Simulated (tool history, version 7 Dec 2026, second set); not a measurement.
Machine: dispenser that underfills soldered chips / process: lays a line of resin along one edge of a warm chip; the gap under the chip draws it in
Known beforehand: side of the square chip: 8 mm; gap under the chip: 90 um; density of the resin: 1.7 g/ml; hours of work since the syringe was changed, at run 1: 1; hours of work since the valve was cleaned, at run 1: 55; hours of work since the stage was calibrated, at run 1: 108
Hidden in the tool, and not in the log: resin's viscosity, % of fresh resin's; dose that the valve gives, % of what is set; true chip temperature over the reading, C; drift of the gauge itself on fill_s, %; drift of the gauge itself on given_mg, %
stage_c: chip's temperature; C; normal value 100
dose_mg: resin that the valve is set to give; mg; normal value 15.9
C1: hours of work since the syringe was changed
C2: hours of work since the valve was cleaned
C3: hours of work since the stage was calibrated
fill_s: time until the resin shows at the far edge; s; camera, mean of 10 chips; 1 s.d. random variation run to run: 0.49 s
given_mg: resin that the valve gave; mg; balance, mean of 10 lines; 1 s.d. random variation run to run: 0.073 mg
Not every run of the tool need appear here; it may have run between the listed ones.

Run 1, day 0.000: usual settings; C1 1; C2 55; C3 108. Result: fill_s 44.7 s, given_mg 15.11 mg.
Run 2, day 0.129: usual settings; C1 3; C2 57; C3 110. Result: fill_s 54.7 s, given_mg 15.16 mg.
Run 3, day 0.308: usual settings; C1 6; C2 60; C3 113. Result: fill_s 67.2 s, given_mg 15.14 mg.
Run 4, day 0.433: usual settings; C1 8; C2 62; C3 115. Result: fill_s 81.0 s, given_mg 15.16 mg.
At day 0.550: new syringe of resin.
Run 5, day 0.558: usual settings; C1 0; C2 63; C3 117. Result: fill_s 40.8 s, given_mg 14.98 mg.
Run 6, day 0.725: usual settings; C1 3; C2 66; C3 120. Result: fill_s 50.9 s, given_mg 15.07 mg.
Run 7, day 0.817: usual settings; C1 4; C2 67; C3 121. Result: fill_s 57.5 s, given_mg 15.06 mg.
Run 8, day 0.912: usual settings; C1 6; C2 69; C3 122. Result: fill_s 65.9 s, given_mg 15.05 mg.
Run 9, day 1.038: usual settings but dose_mg 14.5 mg; C1 8; C2 71; C3 124. Result: fill_s 77.8 s, given_mg 13.65 mg.
At day 1.192: new syringe of resin.
Run 10, day 1.233: usual settings; C1 1; C2 74; C3 127. Result: fill_s 42.7 s, given_mg 15.06 mg.
Run 11, day 1.325: usual settings; C1 2; C2 75; C3 129. Result: fill_s 48.0 s, given_mg 14.92 mg.
Run 12, day 1.433: usual settings; C1 4; C2 77; C3 130. Result: fill_s 54.9 s, given_mg 14.92 mg.
At day 1.575: dispensing valve cleaned and set on the balance.
Run 13, day 1.629: usual settings but stage_c 88 C; C1 6; C2 1; C3 133. Result: fill_s 96.5 s, given_mg 15.90 mg.
Run 14, day 1.838: usual settings but stage_c 95 C; C1 9; C2 4; C3 136. Result: fill_s 102.6 s, given_mg 15.83 mg.
At day 1.875: new syringe of resin.
Run 15, day 1.971: usual settings but stage_c 95 C; C1 1; C2 6; C3 138. Result: fill_s 53.1 s, given_mg 15.78 mg.
Run 16, day 2.129: usual settings but stage_c 95 C; C1 4; C2 8; C3 140. Result: fill_s 65.6 s, given_mg 15.81 mg.
Run 17, day 2.304: usual settings but stage_c 103 C; C1 7; C2 11; C3 143. Result: fill_s 65.2 s, given_mg 15.72 mg.
Run 18, day 2.438: usual settings but stage_c 103 C; C1 9; C2 13; C3 145. Result: fill_s 77.2 s, given_mg 15.68 mg.
At day 2.521: new syringe of resin.
Run 19, day 2.588: usual settings but stage_c 111 C, dose_mg 16.8 mg; C1 1; C2 15; C3 147. Result: fill_s 31.7 s, given_mg 16.65 mg.
Run 20, day 2.692: usual settings but stage_c 91 C, dose_mg 17.9 mg; C1 3; C2 17; C3 149. Result: fill_s 67.1 s, given_mg 17.56 mg.
Run 21, day 2.829: usual settings but stage_c 106 C, dose_mg 19.0 mg; C1 5; C2 19; C3 151. Result: fill_s 50.0 s, given_mg 18.83 mg.
Run 22, day 2.933: usual settings but stage_c 106 C, dose_mg 19.0 mg; C1 6; C2 21; C3 153. Result: fill_s 58.6 s, given_mg 18.75 mg.
Run 23, day 3.117: usual settings but stage_c 97 C, dose_mg 15.6 mg; C1 9; C2 24; C3 155. Result: fill_s 96.4 s, given_mg 15.47 mg.
At day 3.171: new syringe of resin.
Run 24, day 3.242: usual settings but dose_mg 18.2 mg; C1 1; C2 25; C3 157. Result: fill_s 43.9 s, given_mg 17.89 mg.
Run 25, day 3.396: usual settings but stage_c 95 C, dose_mg 19.2 mg; C1 4; C2 28; C3 160. Result: fill_s 63.8 s, given_mg 18.98 mg.
Run 26, day 3.504: usual settings but dose_mg 19.9 mg; C1 5; C2 29; C3 161. Result: fill_s 61.6 s, given_mg 19.48 mg.
Run 27, day 3.675: usual settings but stage_c 104 C, dose_mg 18.9 mg; C1 8; C2 32; C3 164. Result: fill_s 69.8 s, given_mg 18.54 mg.
At day 3.817: new syringe of resin.
Run 28, day 3.850: usual settings but stage_c 90 C, dose_mg 20.6 mg; C1 1; C2 35; C3 167. Result: fill_s 56.0 s, given_mg 20.27 mg.
Run 29, day 4.017: usual settings but stage_c 97 C, dose_mg 15.1 mg; C1 3; C2 37; C3 169. Result: fill_s 57.9 s, given_mg 14.75 mg.
Run 30, day 4.112: usual settings but stage_c 105 C, dose_mg 20.6 mg; C1 5; C2 39; C3 171. Result: fill_s 50.2 s, given_mg 19.85 mg.
Run 31, day 4.300: usual settings but stage_c 111 C; C1 8; C2 42; C3 173. Result: fill_s 55.7 s, given_mg 15.49 mg.
Run 32, day 4.433: usual settings but stage_c 99 C, dose_mg 18.4 mg; C1 10; C2 44; C3 176. Result: fill_s 94.2 s, given_mg 17.77 mg.
At day 4.458: new syringe of resin.
Run 33, day 4.583: usual settings but stage_c 99 C, dose_mg 18.4 mg; C1 2; C2 46; C3 178. Result: fill_s 48.5 s, given_mg 17.84 mg.
Run 34, day 4.696: usual settings but stage_c 92 C, dose_mg 18.2 mg; C1 4; C2 48; C3 179. Result: fill_s 70.2 s, given_mg 17.51 mg.
Run 35, day 4.875: usual settings but stage_c 99 C, dose_mg 17.1 mg; C1 6; C2 50; C3 182. Result: fill_s 70.2 s, given_mg 16.56 mg.

Selected run-to-run steps in fill_s, each split into two signed amounts: the part the tool would show with no hidden state at all (from settings, incoming material and random variation), and the remainder, which goes to the hidden state together with any gauge scatter not common to the measured and the hidden-state-free results:
Run 14 -> 15: new syringe of resin. fill_s -49.5 s: hidden state -50.0, all else +0.5.
Run 23 -> 24: stage_c 97 -> 100, dose_mg 15.6 -> 18.2, new syringe of resin. fill_s -52.5 s: hidden state -49.4, all else -3.1.
Run 32 -> 33: new syringe of resin. fill_s -45.7 s: hidden state -45.8, all else +0.1.
